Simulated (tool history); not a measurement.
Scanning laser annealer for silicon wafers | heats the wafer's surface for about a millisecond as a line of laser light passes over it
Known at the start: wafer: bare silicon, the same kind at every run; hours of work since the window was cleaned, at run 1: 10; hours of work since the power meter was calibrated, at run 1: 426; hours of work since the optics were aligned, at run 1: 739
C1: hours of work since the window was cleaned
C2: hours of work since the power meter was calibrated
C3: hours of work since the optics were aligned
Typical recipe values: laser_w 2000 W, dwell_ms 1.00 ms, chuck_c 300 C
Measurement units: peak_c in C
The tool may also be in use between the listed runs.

{"run": 1, "hour": 0.0, "laser_w": 2000, "dwell_ms": 1.0, "chuck_c": 300, "C1": 10, "C2": 426, "C3": 739, "peak_c": 1017}
{"run": 2, "hour": 33.9, "laser_w": 2000, "dwell_ms": 1.0, "chuck_c": 300, "C1": 24, "C2": 440, "C3": 753, "peak_c": 1015}
{"run": 3, "hour": 54.8, "laser_w": 2000, "dwell_ms": 1.0, "chuck_c": 300, "C1": 33, "C2": 448, "C3": 761, "peak_c": 1015}
{"run": 4, "hour": 88.2, "laser_w": 2000, "dwell_ms": 0.73, "chuck_c": 300, "C1": 46, "C2": 462, "C3": 775, "peak_c": 898}
{"run": 5, "hour": 122.7, "laser_w": 2000, "dwell_ms": 0.73, "chuck_c": 300, "C1": 61, "C2": 476, "C3": 789, "peak_c": 900}
{"run": 6, "hour": 166.1, "laser_w": 2000, "dwell_ms": 0.73, "chuck_c": 300, "C1": 79, "C2": 494, "C3": 807, "peak_c": 897}
{"run": 7, "hour": 210.3, "laser_w": 2000, "dwell_ms": 1.0, "chuck_c": 300, "C1": 97, "C2": 513, "C3": 826, "peak_c": 1015}
{"run": 8, "hour": 252.7, "laser_w": 2000, "dwell_ms": 1.0, "chuck_c": 300, "C1": 114, "C2": 530, "C3": 843, "peak_c": 1013}
{"run": 9, "hour": 278.2, "laser_w": 2000, "dwell_ms": 1.0, "chuck_c": 300, "C1": 125, "C2": 541, "C3": 854, "peak_c": 1011}
{"run": 10, "hour": 320.2, "laser_w": 2000, "dwell_ms": 1.0, "chuck_c": 302, "C1": 142, "C2": 558, "C3": 871, "peak_c": 1015}
{"run": 11, "hour": 367.4, "laser_w": 2000, "dwell_ms": 1.0, "chuck_c": 302, "C1": 162, "C2": 578, "C3": 890, "peak_c": 1011}
{"run": 12, "hour": 399.9, "laser_w": 2000, "dwell_ms": 1.0, "chuck_c": 302, "C1": 175, "C2": 591, "C3": 904, "peak_c": 1011}
{"run": 13, "hour": 431.1, "laser_w": 2000, "dwell_ms": 1.0, "chuck_c": 302, "C1": 188, "C2": 604, "C3": 917, "peak_c": 1014}
{"run": 14, "hour": 454.8, "laser_w": 2000, "dwell_ms": 0.93, "chuck_c": 300, "C1": 198, "C2": 614, "C3": 927, "peak_c": 984}
{"run": 15, "hour": 495.1, "laser_w": 2000, "dwell_ms": 0.93, "chuck_c": 300, "C1": 215, "C2": 630, "C3": 943, "peak_c": 982}
{"run": 16, "hour": 541.9, "laser_w": 2000, "dwell_ms": 0.93, "chuck_c": 300, "C1": 234, "C2": 650, "C3": 963, "peak_c": 980}
{"run": 17, "hour": 592.0, "laser_w": 2000, "dwell_ms": 0.93, "chuck_c": 300, "C1": 255, "C2": 670, "C3": 983, "peak_c": 983}
{"run": 18, "hour": 626.7, "laser_w": 2000, "dwell_ms": 0.97, "chuck_c": 300, "C1": 269, "C2": 685, "C3": 998, "peak_c": 994}
{"run": 19, "hour": 660.9, "laser_w": 2000, "dwell_ms": 1.0, "chuck_c": 300, "C1": 283, "C2": 699, "C3": 1012, "peak_c": 1003}
{"run": 20, "hour": 704.7, "laser_w": 2000, "dwell_ms": 1.0, "chuck_c": 300, "C1": 301, "C2": 717, "C3": 1030, "peak_c": 1006}
{"run": 21, "hour": 743.0, "laser_w": 2000, "dwell_ms": 1.02, "chuck_c": 300, "C1": 317, "C2": 733, "C3": 1046, "peak_c": 1013}
{"run": 22, "hour": 781.0, "laser_w": 1837, "dwell_ms": 0.94, "chuck_c": 300, "C1": 333, "C2": 749, "C3": 1061, "peak_c": 918}
{"run": 23, "hour": 805.2, "laser_w": 1897, "dwell_ms": 1.08, "chuck_c": 319, "C1": 343, "C2": 759, "C3": 1071, "peak_c": 1012}
{"run": 24, "hour": 852.6, "laser_w": 1897, "dwell_ms": 1.08, "chuck_c": 263, "C1": 362, "C2": 778, "C3": 1091, "peak_c": 958}
{"run": 25, "hour": 886.4, "laser_w": 2000, "dwell_ms": 1.0, "chuck_c": 339, "C1": 376, "C2": 792, "C3": 1105, "peak_c": 1041}
{"run": 26, "hour": 920.9, "laser_w": 2053, "dwell_ms": 0.77, "chuck_c": 307, "C1": 390, "C2": 806, "C3": 1119, "peak_c": 932}
{"run": 27, "hour": 948.6, "laser_w": 1856, "dwell_ms": 1.14, "chuck_c": 321, "C1": 402, "C2": 818, "C3": 1131, "peak_c": 1018}
{"run": 28, "hour": 972.1, "laser_w": 1746, "dwell_ms": 0.96, "chuck_c": 291, "C1": 412, "C2": 827, "C3": 1140, "peak_c": 884}
{"run": 29, "hour": 1022.1, "laser_w": 2152, "dwell_ms": 0.91, "chuck_c": 294, "C1": 432, "C2": 848, "C3": 1161, "peak_c": 1016}
{"run": 30, "hour": 1044.6, "laser_w": 2152, "dwell_ms": 0.91, "chuck_c": 294, "C1": 442, "C2": 857, "C3": 1170, "peak_c": 1013}
{"run": 31, "hour": 1075.6, "laser_w": 2000, "dwell_ms": 1.06, "chuck_c": 283, "C1": 454, "C2": 870, "C3": 1183, "peak_c": 1007}
{"run": 32, "hour": 1125.9, "laser_w": 2025, "dwell_ms": 1.06, "chuck_c": 283, "C1": 475, "C2": 891, "C3": 1204, "peak_c": 1016}
{"run": 33, "hour": 1153.1, "laser_w": 2025, "dwell_ms": 0.79, "chuck_c": 283, "C1": 486, "C2": 902, "C3": 1215, "peak_c": 905}
{"run": 34, "hour": 1195.2, "laser_w": 1972, "dwell_ms": 0.98, "chuck_c": 283, "C1": 504, "C2": 920, "C3": 1232, "peak_c": 965}
{"run": 35, "hour": 1224.5, "laser_w": 1972, "dwell_ms": 0.98, "chuck_c": 283, "C1": 516, "C2": 932, "C3": 1245, "peak_c": 963}
{"run": 36, "hour": 1262.1, "laser_w": 1972, "dwell_ms": 0.98, "chuck_c": 283, "C1": 531, "C2": 947, "C3": 1260, "peak_c": 962}
{"run": 37, "hour": 1296.3, "laser_w": 1972, "dwell_ms": 0.98, "chuck_c": 283, "C1": 546, "C2": 961, "C3": 1274, "peak_c": 964}
{"run": 38, "hour": 1337.6, "laser_w": 1874, "dwell_ms": 0.81, "chuck_c": 300, "C1": 563, "C2": 978, "C3": 1291, "peak_c": 878}
{"run": 39, "hour": 1377.1, "laser_w": 1720, "dwell_ms": 1.11, "chuck_c": 318, "C1": 579, "C2": 995, "C3": 1308, "peak_c": 947}
{"run": 40, "hour": 1410.6, "laser_w": 1943, "dwell_ms": 1.06, "chuck_c": 290, "C1": 593, "C2": 1009, "C3": 1322, "peak_c": 988}
{"run": 41, "hour": 1431.2, "laser_w": 1714, "dwell_ms": 1.0, "chuck_c": 262, "C1": 601, "C2": 1017, "C3": 1330, "peak_c": 854}
{"run": 42, "hour": 1478.7, "laser_w": 2017, "dwell_ms": 0.81, "chuck_c": 315, "C1": 621, "C2": 1037, "C3": 1350, "peak_c": 937}

Below, some changes in peak_c between adjacent runs. For each, the amount present without the hidden state too (settings, incoming material, random variation) and the amount remaining for the hidden state with gauge scatter not shared by both compared results:
The hidden state here: light that passes the window, % of a clean one's; laser's true power over the reading, %; width of the line over the set one, %; drift of the gauge itself on peak_c, C.
Run 27 -> 28: laser_w 1856 -> 1746, dwell_ms 1.14 -> 0.96, chuck_c 321 -> 291. peak_c -134 C: hidden state +2, all else -136.
Run 28 -> 29: laser_w 1746 -> 2152, dwell_ms 0.96 -> 0.91, chuck_c 291 -> 294. peak_c +132 C: hidden state -3, all else +135.
Run 37 -> 38: laser_w 1972 -> 1874, dwell_ms 0.98 -> 0.81, chuck_c 283 -> 300. peak_c -86 C: hidden state +4, all else -90.
Run 39 -> 40: laser_w 1720 -> 1943, dwell_ms 1.11 -> 1.06, chuck_c 318 -> 290. peak_c +41 C: hidden state -4, all else +45.
Run 40 -> 41: laser_w 1943 -> 1714, dwell_ms 1.06 -> 1.00, chuck_c 290 -> 262. peak_c -134 C: hidden state +5, all else -139.

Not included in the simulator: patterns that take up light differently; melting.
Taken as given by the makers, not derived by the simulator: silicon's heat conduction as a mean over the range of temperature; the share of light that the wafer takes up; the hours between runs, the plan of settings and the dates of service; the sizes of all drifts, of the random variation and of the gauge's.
